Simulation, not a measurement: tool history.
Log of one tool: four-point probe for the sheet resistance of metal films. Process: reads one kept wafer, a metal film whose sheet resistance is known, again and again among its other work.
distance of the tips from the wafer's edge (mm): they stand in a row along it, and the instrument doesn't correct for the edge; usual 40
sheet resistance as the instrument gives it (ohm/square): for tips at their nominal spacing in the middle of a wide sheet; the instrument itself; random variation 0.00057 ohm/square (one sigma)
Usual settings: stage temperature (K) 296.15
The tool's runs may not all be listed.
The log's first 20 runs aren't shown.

run    hour  stage temperature (K)  distance of the tips from the wafer's edge (mm)  sheet resistance as the instrument gives it (ohm/square)
 21   515.3                 298.15                                               40                                                  2.828955
 22   531.9                 301.15                                               40                                                  2.820564
 23   553.8                 296.15                                               40                                                  2.836323
 24   569.1                 298.15                                                5                                                  2.887705
 25   603.5                 301.15                                                5                                                  2.877995
 26   628.0                 301.15                                                5                                                  2.877862
 27   650.8                 294.15                                               16                                                  2.847250
 28   685.3                 299.15                                               47                                                  2.825061
 29   711.9                 299.15                                               47                                                  2.823761
 30   731.8                 307.15                                               47                                                  2.798032
 31   751.9                 295.15                                                6                                                  2.879794
 32   787.8                 292.15                                               70                                                  2.847719
 33   814.2                 302.15                                               43                                                  2.813745
 34   845.8                 307.15                                               33                                                  2.799015
 35   862.1                 294.15                                                5                                                  2.900098
 36   883.9                 307.15                                               29                                                  2.798095
 37   911.9                 293.15                                               40                                                  2.844124
 38   928.9                 295.15                                                3                                                  2.995120
 39   965.3                 295.15                                                3                                                  2.995017
 40   983.5                 300.15                                               72                                                  2.819036
 41  1021.1                 295.15                                                5                                                  2.896303
 42  1048.7                 295.15                                                5                                                  2.895132
 43  1077.9                 295.15                                               65                                                  2.835689
 44  1107.6                 295.15                                               65                                                  2.835632
 45  1133.9                 295.15                                               65                                                  2.834468

Forecast each of these 4 alternatives for the next run:
  A  1161.0                 301.15                                               73                                                         ?
  B  1161.0                 303.15                                               12                                                         ?
  C  1161.0                 296.15                                               10                                                         ?
  D  1161.0                 292.15                                                5                                                         ?

run  sheet resistance as the instrument gives it (ohm/square)
  A                                                  2.814823
  B                                                  2.818446
  C                                                  2.845929
  D                                                  2.904765
Without the tool's hidden state the same runs would have given:
run  sheet resistance as the instrument gives it (ohm/square)
  A                                                  2.848064
  B                                                  2.851718
  C                                                  2.879530
  D                                                  2.939024

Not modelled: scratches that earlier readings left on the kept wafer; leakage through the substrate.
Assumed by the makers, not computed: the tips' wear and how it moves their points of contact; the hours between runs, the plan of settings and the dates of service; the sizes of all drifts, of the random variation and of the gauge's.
